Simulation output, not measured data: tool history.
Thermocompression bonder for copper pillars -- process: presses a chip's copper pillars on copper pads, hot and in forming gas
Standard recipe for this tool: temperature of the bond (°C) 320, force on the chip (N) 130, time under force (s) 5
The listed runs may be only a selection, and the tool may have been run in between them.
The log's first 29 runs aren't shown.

| run | day | temperature of the bond (°C) | force on the chip (N) | time under force (s) | hours of work since the heater was calibrated | hours of work since the force cell was calibrated | hours of work since the gas filter was changed | force that shears a chip off (N) |
|---|---|---|---|---|---|---|---|---|
| 30 | 21.629 | 320 | 81 | 3 | 15 | 412 | 131 | 22.1 |
| 31 | 22.533 | 320 | 104 | 14 | 27 | 423 | 142 | 49 |
| 32 | 23.45 | 329 | 130 | 10 | 38 | 435 | 154 | 56.3 |
| 33 | 24.288 | 320 | 125 | 8 | 48 | 445 | 164 | 45.6 |
| 34 | 24.9 | 332 | 82 | 8 | 56 | 453 | 172 | 37.6 |
|  | 25.012 | forming gas filter changed |
|  | 25.279 | heater calibrated with a thermocouple chip, once more |
| 35 | 25.458 | 332 | 82 | 8 | 2 | 458 | 5 | 42.8 |
| 36 | 26.017 | 332 | 82 | 8 | 9 | 465 | 11 | 44.2 |
| 37 | 26.467 | 304 | 115 | 8 | 15 | 471 | 17 | 39.4 |
| 38 | 27.458 | 304 | 115 | 8 | 27 | 483 | 29 | 39.6 |

Run 39 is up next; what results do you expect?
| 39 | 27.946 | 304 | 115 | 8 | 33 | 489 | 35 | ? |

force that shears a chip off (N): 39
Had the tool carried no hidden state, the very same run would have given force that shears a chip off (N) 41.
